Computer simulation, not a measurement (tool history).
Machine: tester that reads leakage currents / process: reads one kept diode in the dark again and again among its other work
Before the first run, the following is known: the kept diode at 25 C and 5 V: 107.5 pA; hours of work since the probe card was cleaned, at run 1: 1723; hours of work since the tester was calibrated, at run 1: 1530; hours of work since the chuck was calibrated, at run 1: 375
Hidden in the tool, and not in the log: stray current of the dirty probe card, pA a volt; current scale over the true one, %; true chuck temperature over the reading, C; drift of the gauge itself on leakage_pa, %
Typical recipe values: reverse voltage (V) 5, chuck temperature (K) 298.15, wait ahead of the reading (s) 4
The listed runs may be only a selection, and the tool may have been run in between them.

run,hour,reverse voltage (V),chuck temperature (K),wait ahead of the reading (s),hours of work since the probe card was cleaned,hours of work since the tester was calibrated,hours of work since the chuck was calibrated,current that the tester gives (pA)
1,0,5,298.15,4,1723,1530,375,107.85
2,98.1,5,298.15,1.69,1801,1609,454,108.05
3,152.9,1.41,298.15,4,1845,1652,497,63.37
4,207.5,5,298.15,4,1889,1696,541,107.64
5,276,5,298.15,4,1943,1751,596,107.75
6,338.8,5,298.15,4,1993,1801,646,107.8
7,436.5,5,298.15,4,2072,1879,724,108.07
8,522.7,5,298.15,4,2140,1948,793,107.7
9,580.2,5,298.15,4,2186,1994,839,107.15
10,673.2,5,298.15,0.96,2261,2068,913,108.54
11,760.2,5,332.15,4,2330,2138,983,1429.31
12,847.3,18.87,298.15,4,2400,2207,1052,188.03
13,931,5,298.15,4,2467,2274,1119,108.27
14,1030.5,5,298.15,4,2546,2354,1199,107.79
15,1083.3,5,317.15,4,2588,2396,1241,486.44
16,1179,5,293.15,4,2665,2472,1317,70.22
17,1242.9,5,293.15,4,2716,2523,1368,70.12
18,1343.7,5,298.15,4,2796,2604,1449,108.08
19,1397.7,5.84,298.15,4,2839,2647,1492,115.37
20,1488.4,7.52,304.15,1.65,2912,2719,1564,211.76
21,1538.1,5,297.15,4,2952,2759,1604,98.96
22,1583.9,18.43,310.15,9.16,2988,2796,1641,493.91
23,1642.8,2.47,321.15,0.92,3035,2843,1688,488.19
24,1703.8,2.47,321.15,0.92,3084,2891,1737,491.17
25,1801.9,15.1,296.15,0.42,3162,2970,1815,148.45
26,1850.8,6.86,303.15,0.43,3201,3009,1854,188.14
27,1906.3,1.83,298.15,0.52,3246,3053,1898,70.9
28,1969.6,1.83,298.15,1.21,3296,3104,1949,71.17
# hour 2035.8: probe card cleaned and baked
29,2065.5,11.58,315.15,2.6,24,3178,2023,598.9
30,2141.3,11.58,315.15,2.6,84,3239,2084,595.41
31,2189.6,3.05,306.15,1.2,123,3277,2122,169.35
32,2248.4,3.05,306.15,1.2,170,3324,2169,169.64
33,2293.1,18.48,313.15,9.78,206,3360,2205,623.43
34,2372.1,1.42,298.15,2.55,269,3423,2268,63.74
35,2421.9,2.94,299.15,2.55,308,3463,2308,94.08

A few steps of current that the tester gives (pA) between consecutive runs. Split each: what settings, incoming material and random variation would produce without the hidden state, and what is left over for the hidden state, along with gauge scatter present in only one of the two compared results (measured, and without hidden state):
Run 10 -> 11: chuck temperature (K) 298.15 -> 332.15, wait ahead of the reading (s) 0.96 -> 4. current that the tester gives (pA) +1320.77: hidden state +0.75, all else +1320.02.
Run 11 -> 12: reverse voltage (V) 5 -> 18.87, chuck temperature (K) 332.15 -> 298.15. current that the tester gives (pA) -1241.28: hidden state -0.49, all else -1240.79.
Run 32 -> 33: reverse voltage (V) 3.05 -> 18.48, chuck temperature (K) 306.15 -> 313.15, wait ahead of the reading (s) 1.2 -> 9.78. current that the tester gives (pA) +453.79: hidden state +0.68, all else +453.11.
Run 33 -> 34: reverse voltage (V) 18.48 -> 1.42, chuck temperature (K) 313.15 -> 298.15, wait ahead of the reading (s) 9.78 -> 2.55. current that the tester gives (pA) -559.69: hidden state -0.83, all else -558.86.
